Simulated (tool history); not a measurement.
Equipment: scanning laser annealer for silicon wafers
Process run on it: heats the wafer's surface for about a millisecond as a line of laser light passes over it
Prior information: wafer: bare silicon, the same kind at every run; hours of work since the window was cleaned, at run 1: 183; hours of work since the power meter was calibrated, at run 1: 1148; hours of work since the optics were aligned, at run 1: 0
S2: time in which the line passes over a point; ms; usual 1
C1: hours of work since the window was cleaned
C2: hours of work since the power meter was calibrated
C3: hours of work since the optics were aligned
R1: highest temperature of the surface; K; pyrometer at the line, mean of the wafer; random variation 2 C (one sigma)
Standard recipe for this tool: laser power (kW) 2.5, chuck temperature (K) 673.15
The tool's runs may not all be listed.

Run 1, hour 0: usual settings; C1 183; C2 1148; C3 0. Result: R1 1512.15 K.
Run 2, hour 68.8: usual settings; C1 230; C2 1196; C3 47. Result: R1 1511.15 K.
Run 3, hour 112.8: usual settings but S2 0.97 ms; C1 260; C2 1226; C3 78. Result: R1 1501.15 K.
Run 4, hour 182.7: usual settings but S2 0.97 ms; C1 308; C2 1274; C3 126. Result: R1 1498.15 K.
Run 5, hour 265.4: usual settings but chuck temperature (K) 664.15; C1 365; C2 1331; C3 183. Result: R1 1493.15 K.
Run 6, hour 303.1: usual settings but chuck temperature (K) 664.15; C1 391; C2 1357; C3 208. Result: R1 1492.15 K.
Run 7, hour 396.8: usual settings but chuck temperature (K) 664.15; C1 456; C2 1421; C3 273. Result: R1 1490.15 K.
Run 8, hour 466.7: usual settings but chuck temperature (K) 664.15; C1 504; C2 1469; C3 321. Result: R1 1483.15 K.
Run 9, hour 548.5: usual settings but chuck temperature (K) 664.15; C1 560; C2 1526; C3 377. Result: R1 1485.15 K.
Run 10, hour 606.4: usual settings but chuck temperature (K) 648.15; C1 600; C2 1565; C3 417. Result: R1 1466.15 K.
Run 11, hour 661.5: usual settings but laser power (kW) 2.534, S2 0.93 ms, chuck temperature (K) 638.15; C1 638; C2 1603; C3 455. Result: R1 1442.15 K.
Run 12, hour 742.9: usual settings but laser power (kW) 2.629, S2 0.93 ms, chuck temperature (K) 705.15; C1 694; C2 1659; C3 511. Result: R1 1547.15 K.
Run 13, hour 824: usual settings but laser power (kW) 2.629, S2 0.93 ms, chuck temperature (K) 705.15; C1 749; C2 1715; C3 567. Result: R1 1542.15 K.
Run 14, hour 914.8: usual settings but laser power (kW) 2.491, S2 1.1 ms, chuck temperature (K) 640.15; C1 812; C2 1777; C3 629. Result: R1 1477.15 K.
Run 15, hour 966: usual settings but laser power (kW) 2.329, S2 0.79 ms, chuck temperature (K) 640.15; C1 847; C2 1813; C3 664. Result: R1 1305.15 K.
Run 16, hour 1046.6: usual settings but laser power (kW) 2.293, S2 0.88 ms, chuck temperature (K) 677.15; C1 903; C2 1868; C3 720. Result: R1 1355.15 K.
At hour 1091.5: window over the wafer cleaned.
Run 17, hour 1105.4: usual settings but laser power (kW) 2.293, S2 0.88 ms, chuck temperature (K) 677.15; C1 10; C2 1907; C3 759. Result: R1 1372.15 K.
Run 18, hour 1161.8: usual settings but laser power (kW) 2.624, S2 1.19 ms, chuck temperature (K) 658.15; C1 48; C2 1946; C3 798. Result: R1 1602.15 K.

Run 19 has not been measured yet. What should we expect?
Run 19, hour 1232.4: usual settings but laser power (kW) 2.624, S2 1.19 ms, chuck temperature (K) 658.15; C1 97; C2 1995; C3 846. Result: R1 ?.

Logged for run 19: R1 1602.15 K.
Had the tool carried no hidden state, the very same run would have given R1 1637.15 K.
